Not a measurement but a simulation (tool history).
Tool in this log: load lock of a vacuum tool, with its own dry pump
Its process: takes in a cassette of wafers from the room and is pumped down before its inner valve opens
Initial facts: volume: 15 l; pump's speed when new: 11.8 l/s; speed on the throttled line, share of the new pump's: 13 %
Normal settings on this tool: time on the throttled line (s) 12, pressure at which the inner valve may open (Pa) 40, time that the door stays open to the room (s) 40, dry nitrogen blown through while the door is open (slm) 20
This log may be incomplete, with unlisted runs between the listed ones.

run	hour	time on the throttled line (s)	pressure at which the inner valve may open (Pa)	time that the door stays open to the room (s)	dry nitrogen blown through while the door is open (slm)	incoming humidity of the room's air, %	time from the closed door until the inner valve may open (s)	rise of the pressure with all valves shut (Pa/min)
1	0.0	12	40	40	20	45.5	21.1	0.069
2	41.0	12	40	40	20	48.8	21.2	0.070
3	84.9	12	40	40	20	43.7	21.0	0.068
4	175.5	12	40	40	20	47.5	21.4	0.070
5	260.2	12	40	40	20	41.4	21.6	0.068
6	355.0	12	59	40	20	43.2	20.8	0.065
7	414.5	12	59	40	20	44.1	21.0	0.071
8	481.1	12	40	40	20	43.8	21.3	0.072
9	533.9	12	40	40	20	49.7	21.2	0.079
10	612.3	12	40	40	20	44.8	21.2	0.072
11	692.8	12	40	40	4	45.6	21.1	0.093
12	762.0	12	40	40	20	41.5	21.3	0.067
13	850.2	14	40	40	20	45.0	23.0	0.069
14	914.6	14	40	40	20	44.2	22.7	0.073
15	969.9	12	40	55	20	45.3	21.3	0.081
16	1017.7	12	40	55	20	45.7	21.4	0.086
17	1102.1	15	55	32	4	49.0	23.7	0.095
18	1196.7	15	55	32	4	44.7	23.9	0.095
19	1260.4	18	78	70	9	49.3	25.7	0.109
20	1353.2	12	40	40	22	42.4	21.5	0.073
21	1402.3	20	40	40	5	42.9	28.5	0.096
22	1489.5	6	32	72	23	41.6	16.5	0.086
23	1546.1	12	40	59	20	44.3	21.5	0.083
24	1625.4	13	76	40	20	45.3	21.4	0.083
25	1702.9	13	76	40	20	48.0	21.3	0.088
26	1755.4	14	44	40	20	47.7	23.5	0.085
27	1815.6	12	40	116	20	41.9	21.3	0.102
28	1854.3	12	40	116	20	46.1	21.3	0.103

Subtracting, for every run, the result it would have given without the tool's unlogged condition from the measured result gives the following. The same run-to-run variation enters both numbers; the gauge's scatter may not:
What the log doesn't record here: pump's speed, % of a new pump's; leak at the door's seal, Pa l/s; drift of the gauge itself on ready_s, %; drift of the gauge itself on rise_pa_min, %.
run	time from the closed door until the inner valve may open (s)	rise of the pressure with all valves shut (Pa/min)
1	+0.8	+0.012
2	+0.8	+0.012
3	+0.8	+0.013
4	+0.9	+0.013
5	+0.8	+0.014
6	+0.9	+0.015
7	+0.9	+0.015
8	+0.9	+0.016
9	+0.9	+0.016
10	+0.9	+0.016
11	+0.9	+0.018
12	+0.9	+0.018
13	+0.8	+0.019
14	+0.8	+0.019
15	+0.9	+0.020
16	+0.9	+0.020
17	+0.9	+0.020
18	+0.8	+0.022
19	+0.8	+0.022
20	+1.0	+0.023
21	+0.8	+0.024
22	+1.1	+0.024
23	+1.0	+0.025
24	+0.9	+0.026
25	+0.9	+0.026
26	+1.0	+0.026
27	+1.0	+0.027
28	+1.0	+0.028
